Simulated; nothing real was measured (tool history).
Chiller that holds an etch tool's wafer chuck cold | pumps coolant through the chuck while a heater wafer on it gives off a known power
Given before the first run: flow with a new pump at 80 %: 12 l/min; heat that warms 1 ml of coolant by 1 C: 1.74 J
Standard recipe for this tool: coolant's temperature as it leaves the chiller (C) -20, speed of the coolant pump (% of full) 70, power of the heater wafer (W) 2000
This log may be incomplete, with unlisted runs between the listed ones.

run,day,coolant's temperature as it leaves the chiller (C),speed of the coolant pump (% of full),power of the heater wafer (W),chuck's temperature once it has settled (C),how much warmer the coolant comes back (C)
1,0,-20,70,2000,-1.83,6.59
2,1.262,-20,87,2000,-4.13,5.32
3,3.267,-20,87,2000,-4.16,5.36
4,5.304,-20,70,2000,-1.83,6.52
5,6.488,-20,70,2000,-1.86,6.57
6,7.821,-20,70,2000,-1.64,6.6
7,8.958,-20,70,2000,-1.87,6.58
8,10.029,-14,68,2688,10.98,9.16
9,11.342,-14,79,1977,2.77,5.83
10,13.35,-14,79,2006,3.15,5.91

Put back what was entered between runs (1 entry, withheld): which listed runs does each sit between, and how does the hidden state differ from the listed run before to the listed run after?
Runs 7 to 8: coolant pump overhauled (day 9.254)
  heat passed by the chuck's channels, % of clean ones': 93.7 -> 93.6; flow at a given pump speed, % of a new pump's: 99.1 -> 98.5
  what was measured, less what the result would be without the hidden state, chuck's temperature once it has settled (C): +1.09 -> +1.58; how much warmer the coolant comes back (C): +0.06 -> +0.14

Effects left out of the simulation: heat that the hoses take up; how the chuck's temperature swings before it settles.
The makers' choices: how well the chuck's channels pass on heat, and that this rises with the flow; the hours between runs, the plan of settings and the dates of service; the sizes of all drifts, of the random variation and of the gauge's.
